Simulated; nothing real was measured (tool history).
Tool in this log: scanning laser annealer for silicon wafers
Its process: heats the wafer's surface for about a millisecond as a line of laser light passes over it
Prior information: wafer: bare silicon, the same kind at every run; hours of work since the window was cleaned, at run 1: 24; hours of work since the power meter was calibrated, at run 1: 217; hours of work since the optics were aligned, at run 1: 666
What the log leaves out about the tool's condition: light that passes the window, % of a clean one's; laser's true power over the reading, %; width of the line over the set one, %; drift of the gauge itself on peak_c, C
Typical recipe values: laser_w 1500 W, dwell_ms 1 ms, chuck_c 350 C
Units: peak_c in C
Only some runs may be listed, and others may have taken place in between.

run,hour,laser_w,dwell_ms,chuck_c,hours of work since the window was cleaned,hours of work since the power meter was calibrated,hours of work since the optics were aligned,peak_c
1,0,1500,1,350,24,217,666,1093
2,10.3,1288,1,350,32,224,674,974
3,26,1288,1,350,43,236,685,973
4,43.9,1288,1,350,57,249,698,973
5,59.6,1288,1,350,68,260,710,971
6,81.6,1288,1,350,84,276,726,972
7,100.9,1500,1,322,98,290,740,1064
8,124.2,1500,1,322,115,307,757,1060
9,134.1,1500,0.85,350,122,314,764,1020
10,145.7,1500,0.85,350,131,323,772,1023
11,159.1,1417,0.85,369,141,333,782,999
12,173,1417,0.85,369,151,343,792,1001
13,192,1417,0.72,369,165,357,806,939

Here are 3 independent what-if runs from the current tool condition. What would each one return?
A,205.5,1417,1.15,369,174,367,816,?
B,205.5,1500,0.95,345,174,367,816,?
C,205.5,1401,1.11,322,174,367,816,?

run,peak_c
A,1123
B,1066
C,1050
Had the tool no hidden state, the same runs would have come out as:
run,peak_c
A,1123
B,1066
C,1050
